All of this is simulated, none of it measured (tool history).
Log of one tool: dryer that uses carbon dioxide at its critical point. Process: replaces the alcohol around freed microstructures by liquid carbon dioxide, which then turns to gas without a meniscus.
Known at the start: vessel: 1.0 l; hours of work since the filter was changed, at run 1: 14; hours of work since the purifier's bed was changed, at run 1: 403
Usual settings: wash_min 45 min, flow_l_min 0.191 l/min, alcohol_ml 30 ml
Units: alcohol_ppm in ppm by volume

run	hour	wash_min	flow_l_min	alcohol_ml	hours of work since the filter was changed	hours of work since the purifier's bed was changed	alcohol_ppm
1	0	45	0.191	30	14	403	138
2	6.9	45	0.191	30	18	408	142
3	21.5	45	0.191	30	27	417	141
4	32.7	41	0.191	30	34	424	191
5	43.4	45	0.191	30	41	431	158
6	56.5	45	0.191	30	49	439	150
7	66.3	45	0.191	30	55	445	169
8	80.9	45	0.191	41	64	454	177
9	88.4	45	0.191	41	69	459	192
10	96.6	66	0.191	30	74	464	113
11	112.9	45	0.191	56	84	474	226
12	124.9	45	0.191	56	92	482	227
13	134.6	45	0.191	56	98	488	227
14	142.8	45	0.191	56	103	493	226
15	156.2	68	0.191	23	111	501	125
# hour 165.5: purifier's bed changed
16	166.7	68	0.152	23	116	1	14
17	180.6	29	0.173	65	125	9	1897
18	194.9	45	0.216	30	134	18	40
19	210.1	62	0.139	30	143	28	78
20	220.9	32	0.139	30	150	35	1374
21	232.6	32	0.139	30	157	42	1334
22	244.5	32	0.224	82	165	49	589
23	258.4	32	0.224	111	173	58	804
24	267.9	53	0.191	23	179	64	34
25	278.8	42	0.299	55	186	71	26
26	294.5	32	0.161	33	196	81	976
27	309.4	53	0.161	89	205	90	281
28	322.6	56	0.244	48	214	98	23

The same runs without the tool's hidden state, with the same run-to-run variation:
The hidden state here: flow that reaches the vessel past the clogged filter, %; alcohol in the recycled carbon dioxide, ppm; drift of the gauge itself on alcohol_ppm, %.
run	alcohol_ppm
1	48
2	50
3	44
4	89
5	57
6	45
7	61
8	62
9	75
10	7
11	96
12	92
13	90
14	84
15	15
16	8
17	1529
18	25
19	48
20	1088
21	1043
22	387
23	515
24	10
25	4
26	682
27	145
28	0
